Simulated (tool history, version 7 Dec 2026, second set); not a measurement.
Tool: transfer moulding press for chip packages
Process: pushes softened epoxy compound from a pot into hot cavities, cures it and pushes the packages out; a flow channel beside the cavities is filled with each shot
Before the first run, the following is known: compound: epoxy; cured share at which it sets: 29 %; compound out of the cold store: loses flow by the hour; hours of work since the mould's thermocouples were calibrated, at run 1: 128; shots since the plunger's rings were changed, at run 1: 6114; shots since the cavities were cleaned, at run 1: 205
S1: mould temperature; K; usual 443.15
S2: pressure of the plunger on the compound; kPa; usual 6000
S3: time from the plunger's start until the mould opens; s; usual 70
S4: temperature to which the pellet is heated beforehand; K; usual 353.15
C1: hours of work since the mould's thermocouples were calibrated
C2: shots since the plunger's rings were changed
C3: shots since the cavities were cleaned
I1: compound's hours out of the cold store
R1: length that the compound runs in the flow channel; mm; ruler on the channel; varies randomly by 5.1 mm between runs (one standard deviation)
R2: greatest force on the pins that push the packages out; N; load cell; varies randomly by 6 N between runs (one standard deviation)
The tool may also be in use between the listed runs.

run,hour,S1,S2,S3,S4,C1,C2,C3,I1,R1,R2
1,0.0,443.15,6000,70,353.15,128,6114,205,33.5,882,332
# hour 13.4: plunger's sealing rings changed
# hour 19.7: cavities cleaned with cleaning compound and waxed
# hour 46.8: cavities cleaned with cleaning compound and waxed
# hour 74.4: cavities cleaned with cleaning compound and waxed
# hour 98.3: cavities cleaned with cleaning compound and waxed
2,98.3,443.15,6000,70,353.15,196,1604,0,10.2,1074,232
# hour 121.8: cavities cleaned with cleaning compound and waxed
# hour 147.0: cavities cleaned with cleaning compound and waxed
3,166.5,443.15,6000,70,353.15,246,2932,397,14.6,1028,390
# hour 173.9: cavities cleaned with cleaning compound and waxed
# hour 199.4: cavities cleaned with cleaning compound and waxed
# hour 226.1: cavities cleaned with cleaning compound and waxed
4,244.6,443.15,6000,70,353.15,302,4429,377,17.8,988,379
# hour 251.8: cavities cleaned with cleaning compound and waxed
# hour 277.4: cavities cleaned with cleaning compound and waxed
# hour 305.0: cavities cleaned with cleaning compound and waxed
5,318.2,443.15,6000,70,353.15,354,5835,269,15.9,985,342
# hour 330.7: cavities cleaned with cleaning compound and waxed
# hour 349.6: plunger's sealing rings changed
# hour 356.2: cavities cleaned with cleaning compound and waxed, once more
6,372.8,443.15,6000,70,353.15,391,440,338,18.1,1042,364
# hour 379.9: cavities cleaned with cleaning compound and waxed
# hour 407.7: cavities cleaned with cleaning compound and waxed
# hour 434.9: cavities cleaned with cleaning compound and waxed
7,446.7,443.15,6000,70,353.15,444,1852,239,31.5,938,344
# hour 459.1: cavities cleaned with cleaning compound and waxed
# hour 482.5: cavities cleaned with cleaning compound and waxed
# hour 510.0: cavities cleaned with cleaning compound and waxed
8,516.3,443.15,6000,70,353.15,493,3177,128,31.9,914,289
# hour 523.2: mould's thermocouples calibrated
# hour 538.7: cavities cleaned with cleaning compound and waxed
# hour 566.0: cavities cleaned with cleaning compound and waxed
9,584.0,443.15,6000,70,353.15,44,4452,366,37.4,870,360
# hour 590.9: cavities cleaned with cleaning compound and waxed
# hour 617.9: cavities cleaned with cleaning compound and waxed
# hour 646.6: cavities cleaned with cleaning compound and waxed
# hour 670.9: cavities cleaned with cleaning compound and waxed
10,670.9,443.15,6000,70,353.15,105,6099,0,38.8,841,224
# hour 683.8: plunger's sealing rings changed
# hour 701.8: cavities cleaned with cleaning compound and waxed
# hour 729.7: cavities cleaned with cleaning compound and waxed
# hour 758.0: cavities cleaned with cleaning compound and waxed
11,759.5,443.15,6000,70,353.15,167,1449,31,17.2,1026,254
# hour 782.8: cavities cleaned with cleaning compound and waxed
# hour 809.4: cavities cleaned with cleaning compound and waxed
12,819.2,441.15,6000,70,353.15,210,2602,200,39.9,886,358
# hour 836.0: cavities cleaned with cleaning compound and waxed
# hour 863.0: cavities cleaned with cleaning compound and waxed
13,879.3,443.15,6000,92,353.15,253,3764,331,32.6,909,290
# hour 891.7: cavities cleaned with cleaning compound and waxed
# hour 919.8: cavities cleaned with cleaning compound and waxed
# hour 945.3: cavities cleaned with cleaning compound and waxed
# hour 971.1: cavities cleaned with cleaning compound and waxed
14,974.8,449.15,6000,92,353.15,321,5585,74,46.7,799,207
# hour 996.6: cavities cleaned with cleaning compound and waxed
# hour 1018.1: plunger's sealing rings changed
# hour 1023.9: cavities cleaned with cleaning compound and waxed
# hour 1051.9: cavities cleaned with cleaning compound and waxed
15,1059.1,441.15,4920,70,353.15,380,774,146,43.9,788,312
# hour 1076.0: cavities cleaned with cleaning compound and waxed
# hour 1099.4: cavities cleaned with cleaning compound and waxed
# hour 1125.0: cavities cleaned with cleaning compound and waxed
16,1141.3,436.15,4590,94,360.15,439,2355,331,31.6,828,334
# hour 1148.4: cavities cleaned with cleaning compound and waxed
# hour 1171.9: cavities cleaned with cleaning compound and waxed
# hour 1196.8: cavities cleaned with cleaning compound and waxed
17,1209.4,443.15,6000,90,362.15,487,3649,256,35.4,891,301
# hour 1221.1: cavities cleaned with cleaning compound and waxed
# hour 1227.7: mould's thermocouples calibrated
# hour 1250.4: cavities cleaned with cleaning compound and waxed
# hour 1279.0: cavities cleaned with cleaning compound and waxed
# hour 1302.6: cavities cleaned with cleaning compound and waxed
18,1302.6,443.15,6000,90,362.15,53,5382,0,22.5,949,184
# hour 1326.1: cavities cleaned with cleaning compound and waxed
19,1340.8,443.15,5730,70,362.15,81,6129,299,14.0,963,363
# hour 1352.5: plunger's sealing rings changed
# hour 1354.0: cavities cleaned with cleaning compound and waxed
# hour 1382.8: cavities cleaned with cleaning compound and waxed
# hour 1410.8: cavities cleaned with cleaning compound and waxed
20,1421.6,443.15,5730,70,362.15,137,1315,220,34.1,904,329
# hour 1439.3: cavities cleaned with cleaning compound and waxed
# hour 1466.2: cavities cleaned with cleaning compound and waxed
21,1471.3,443.15,5140,70,348.15,173,2265,103,17.1,943,298
# hour 1490.9: cavities cleaned with cleaning compound and waxed
# hour 1517.9: cavities cleaned with cleaning compound and waxed
22,1537.4,443.15,6000,70,349.15,220,3550,396,33.5,908,373
# hour 1543.5: cavities cleaned with cleaning compound and waxed
# hour 1569.6: cavities cleaned with cleaning compound and waxed
23,1580.1,443.15,6000,70,349.15,251,4357,214,19.0,973,347

Measured less the same run without the tool's hidden state. The same run-to-run variation is in both; the gauge's scatter may not be:
Hidden state present: true mould temperature over the reading, C; pressure that reaches the compound, % of what is set; grip of the stained cavities, % over clean ones'; drift of the gauge itself on flow_mm, %; drift of the gauge itself on push_out_n, %.
run,R1,R2
1,-63,+106
2,-20,+4
3,-33,+149
4,-51,+142
5,-68,+111
6,-6,+130
7,-20,+111
8,-33,+68
9,-42,+132
10,-60,+5
11,-16,+20
12,-25,+107
13,-38,+105
14,-50,+29
15,-8,+81
16,-23,+124
17,-37,+99
18,-59,+2
19,-68,+127
20,-12,+103
21,-22,+69
22,-35,+144
23,-47,+109

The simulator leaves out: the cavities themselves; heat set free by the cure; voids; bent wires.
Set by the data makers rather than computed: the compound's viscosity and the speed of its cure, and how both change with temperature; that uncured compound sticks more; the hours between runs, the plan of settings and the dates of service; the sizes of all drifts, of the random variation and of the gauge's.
